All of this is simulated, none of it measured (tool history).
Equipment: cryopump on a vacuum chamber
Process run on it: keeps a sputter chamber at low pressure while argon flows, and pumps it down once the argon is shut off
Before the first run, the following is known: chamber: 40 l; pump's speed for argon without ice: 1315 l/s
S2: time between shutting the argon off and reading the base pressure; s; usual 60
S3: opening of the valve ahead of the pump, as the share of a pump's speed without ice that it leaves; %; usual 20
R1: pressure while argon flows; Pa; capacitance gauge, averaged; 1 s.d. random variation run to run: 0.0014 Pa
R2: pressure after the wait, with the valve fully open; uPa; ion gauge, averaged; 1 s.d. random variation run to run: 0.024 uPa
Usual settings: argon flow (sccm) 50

run 1 hour=0 | argon_flow_(sccm)=50 S2=60 S3=20 | R1=0.328 R2=1.09
run 2 hour=90.3 | argon_flow_(sccm)=50 S2=288 S3=20 | R1=0.3294 R2=0.7
run 3 hour=168.5 | argon_flow_(sccm)=33 S2=60 S3=20 | R1=0.2171 R2=1.18
run 4 hour=235.8 | argon_flow_(sccm)=50 S2=60 S3=20 | R1=0.3312 R2=1.25
run 5 hour=285.9 | argon_flow_(sccm)=50 S2=60 S3=20 | R1=0.3285 R2=1.32
run 6 hour=373.2 | argon_flow_(sccm)=50 S2=60 S3=20 | R1=0.3297 R2=1.41
run 7 hour=484.9 | argon_flow_(sccm)=27 S2=120 S3=43 | R1=0.0868 R2=1.23
run 8 hour=580.7 | argon_flow_(sccm)=36 S2=120 S3=43 | R1=0.1161 R2=1.34
run 9 hour=628.6 | argon_flow_(sccm)=31 S2=104 S3=41 | R1=0.1063 R2=1.41
-- hour=683 pump warmed up, emptied and cooled again
run 10 hour=732.1 | argon_flow_(sccm)=31 S2=104 S3=41 | R1=0.0989 R2=1.39

Branching from run 10: 5 alternative next runs. What would each branch give?
run A hour=845.5 | argon_flow_(sccm)=50 S2=121 S3=38 | R1=? R2=?
run B hour=845.5 | argon_flow_(sccm)=31 S2=104 S3=45 | R1=? R2=?
run C hour=845.5 | argon_flow_(sccm)=70 S2=104 S3=18 | R1=? R2=?
run D hour=845.5 | argon_flow_(sccm)=25 S2=63 S3=29 | R1=? R2=?
run E hour=845.5 | argon_flow_(sccm)=50 S2=60 S3=32 | R1=? R2=?

run=A R1=0.1729 R2=1.39
run=B R1=0.0903 R2=1.43
run=C R1=0.5082 R2=1.44
run=D R1=0.1124 R2=1.66
run=E R1=0.2032 R2=1.73
What these runs would have given with no unlogged condition in the tool:
run=A R1=0.1687 R2=0.54
run=B R1=0.0877 R2=0.56
run=C R1=0.5023 R2=0.56
run=D R1=0.1104 R2=0.78
run=E R1=0.1991 R2=0.84

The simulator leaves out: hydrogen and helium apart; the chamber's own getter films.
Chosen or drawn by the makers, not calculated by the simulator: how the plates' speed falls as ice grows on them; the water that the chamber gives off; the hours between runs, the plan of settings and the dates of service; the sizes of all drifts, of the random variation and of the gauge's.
